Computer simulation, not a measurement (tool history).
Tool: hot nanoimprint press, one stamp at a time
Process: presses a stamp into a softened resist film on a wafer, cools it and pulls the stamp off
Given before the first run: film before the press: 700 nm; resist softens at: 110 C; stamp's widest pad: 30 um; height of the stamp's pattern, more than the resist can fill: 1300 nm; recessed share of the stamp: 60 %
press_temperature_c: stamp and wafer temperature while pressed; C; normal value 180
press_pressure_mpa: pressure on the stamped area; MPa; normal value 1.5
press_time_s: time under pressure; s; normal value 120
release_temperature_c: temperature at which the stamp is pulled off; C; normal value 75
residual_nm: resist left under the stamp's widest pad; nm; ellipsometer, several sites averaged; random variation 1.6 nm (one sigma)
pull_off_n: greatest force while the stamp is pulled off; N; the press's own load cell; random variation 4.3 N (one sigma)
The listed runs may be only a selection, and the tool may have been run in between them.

run,day,press_temperature_c,press_pressure_mpa,press_time_s,release_temperature_c,residual_nm,pull_off_n
1,0,180,1.5,120,75,264.5,223
2,0.362,180,1.5,120,70,263.9,234
3,0.538,180,1.5,120,75,262.3,223
4,0.712,180,1.5,120,75,264.5,222
5,1.033,180,1.5,120,75,263.3,229
6,1.321,180,1.5,120,75,266.1,225
7,1.521,180,1.5,120,75,262.4,222
8,1.783,180,1.5,120,75,263.4,219
9,1.946,180,1.5,120,75,262.9,230
# day 2.1: plate thermocouple calibrated
10,2.238,180,1.5,120,75,264,228
11,2.462,174,1.5,104,78,347.2,218
12,2.779,180,1.33,62,71,354.8,229
13,3.083,183,1.38,89,75,275.9,230
# day 3.312: plate thermocouple calibrated, once more
14,3.529,174,1.38,221,75,272.3,237
15,3.896,180,1.5,174,67,222.8,245

What does the tool deliver on the next run?
16,4.071,180,1.5,229,72,?,?

residual_nm: 201.8 nm
pull_off_n: 242 N
Take away the tool's hidden state, keep the run-to-run variation as it was, and the same run would have given residual_nm 202.6 nm, pull_off_n 220 N.

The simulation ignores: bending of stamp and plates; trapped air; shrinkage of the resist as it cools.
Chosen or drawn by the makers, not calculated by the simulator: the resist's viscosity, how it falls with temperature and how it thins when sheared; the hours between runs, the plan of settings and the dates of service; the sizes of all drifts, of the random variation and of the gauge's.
